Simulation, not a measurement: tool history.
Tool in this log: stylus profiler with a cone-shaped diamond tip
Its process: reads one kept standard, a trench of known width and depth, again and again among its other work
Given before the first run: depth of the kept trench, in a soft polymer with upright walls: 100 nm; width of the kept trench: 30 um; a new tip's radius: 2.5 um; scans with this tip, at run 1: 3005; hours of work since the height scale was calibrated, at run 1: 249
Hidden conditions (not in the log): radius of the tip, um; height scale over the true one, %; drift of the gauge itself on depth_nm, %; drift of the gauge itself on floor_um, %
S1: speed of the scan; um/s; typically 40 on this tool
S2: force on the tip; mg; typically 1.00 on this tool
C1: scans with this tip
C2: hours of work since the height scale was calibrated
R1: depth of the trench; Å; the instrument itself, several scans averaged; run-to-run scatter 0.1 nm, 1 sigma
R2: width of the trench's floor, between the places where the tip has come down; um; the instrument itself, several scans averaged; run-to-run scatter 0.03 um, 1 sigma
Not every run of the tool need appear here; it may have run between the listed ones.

run,hour,S1,S2,C1,C2,R1,R2
1,0.0,40,1.00,3005,249,1006.2,28.29
2,9.5,40,1.00,3060,253,1007.6,28.31
3,21.7,40,1.00,3130,259,1006.2,28.30
4,37.1,40,1.00,3218,266,1005.4,28.32
5,50.0,40,1.00,3292,272,1006.7,28.32
6,59.4,40,0.69,3346,277,1005.8,28.24
7,68.9,40,1.00,3401,281,1004.8,28.24
8,82.8,40,1.00,3481,288,1004.9,28.28
9,98.0,40,1.55,3568,295,1007.4,28.36
10,104.3,40,0.70,3605,298,1005.1,28.25
11,112.8,40,1.00,3653,302,1006.9,28.23
12,124.8,40,1.00,3722,308,1005.7,28.27
13,135.4,40,1.94,3783,313,1008.7,28.38
14,142.9,12,1.94,3826,317,1009.2,28.42
15,153.6,12,1.94,3887,322,1008.5,28.41
16,166.5,12,1.94,3961,328,1008.0,28.45
# hour 167.7: height scale calibrated on a step standard
17,177.9,40,0.35,4024,5,1003.6,28.15

Forecast run 18:
18,187.2,80,1.54,4077,9,?,?

R1: 1008.4 Å
R2: 28.15 um
On a tool with no hidden condition, and with the same random variation, this run would have come out at R1 1006.4 Å, R2 28.27 um.

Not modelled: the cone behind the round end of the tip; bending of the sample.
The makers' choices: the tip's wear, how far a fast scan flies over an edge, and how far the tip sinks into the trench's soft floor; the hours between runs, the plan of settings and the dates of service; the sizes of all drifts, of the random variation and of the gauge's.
